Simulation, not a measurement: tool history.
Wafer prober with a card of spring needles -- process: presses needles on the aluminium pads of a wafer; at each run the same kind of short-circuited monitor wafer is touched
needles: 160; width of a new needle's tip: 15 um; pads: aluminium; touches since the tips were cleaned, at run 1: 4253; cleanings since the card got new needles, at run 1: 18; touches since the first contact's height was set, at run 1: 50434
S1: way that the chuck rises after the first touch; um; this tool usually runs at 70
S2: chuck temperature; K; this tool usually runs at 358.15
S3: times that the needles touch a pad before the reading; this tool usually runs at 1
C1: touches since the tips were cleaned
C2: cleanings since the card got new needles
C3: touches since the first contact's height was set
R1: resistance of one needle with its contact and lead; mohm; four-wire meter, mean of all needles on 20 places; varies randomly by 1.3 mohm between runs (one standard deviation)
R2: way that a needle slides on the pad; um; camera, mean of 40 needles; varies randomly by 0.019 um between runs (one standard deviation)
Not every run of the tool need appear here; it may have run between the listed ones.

run	hour	S1	S2	S3	C1	C2	C3	R1	R2
1	0.0	70	358.15	1	4253	18	50434	117	17.60
# hour 6.1: tips cleaned on abrasive film
2	12.7	70	358.15	1	4192	19	58508	120	17.57
# hour 18.1: tips cleaned on abrasive film
3	24.4	70	358.15	1	4063	20	65978	116	17.53
# hour 31.0: tips cleaned on abrasive film
4	34.4	70	358.15	1	2175	21	72322	112	17.46
# hour 44.2: tips cleaned on abrasive film
5	46.3	70	358.15	1	1306	22	79890	111	17.46
# hour 56.7: tips cleaned on abrasive film
6	56.7	70	358.15	1	0	23	86513	110	17.47
# hour 69.3: tips cleaned on abrasive film
7	71.7	58	314.15	2	1555	24	96121	109	14.38
# hour 78.6: height of the first contact set anew
# hour 81.9: tips cleaned on abrasive film
8	82.4	70	392.15	1	300	25	2352	112	17.68
9	92.4	84	305.15	1	6737	25	8789	109	21.22
# hour 94.5: tips cleaned on abrasive film
10	105.1	84	305.15	1	6822	26	16898	108	21.16
# hour 106.5: tips cleaned on abrasive film
11	113.9	70	387.15	1	4779	27	22480	122	17.65
# hour 119.2: tips cleaned on abrasive film
12	124.0	70	387.15	2	3095	28	28871	115	17.64

Forecast each of these 4 alternatives for the next run:
# hour 131.5: tips cleaned on abrasive film
A	135.9	54	360.15	1	2837	29	36477	?	?
# hour 131.5: tips cleaned on abrasive film
B	135.9	70	324.15	2	2837	29	36477	?	?
# hour 131.5: tips cleaned on abrasive film
C	135.9	70	351.15	2	2837	29	36477	?	?
# hour 131.5: tips cleaned on abrasive film
D	135.9	76	387.15	2	2837	29	36477	?	?

run	R1	R2
A	123	13.54
B	108	17.58
C	113	17.59
D	115	19.16
Without the tool's unlogged condition, the same runs would have read:
run	R1	R2
A	113	13.67
B	103	17.70
C	108	17.71
D	112	19.28
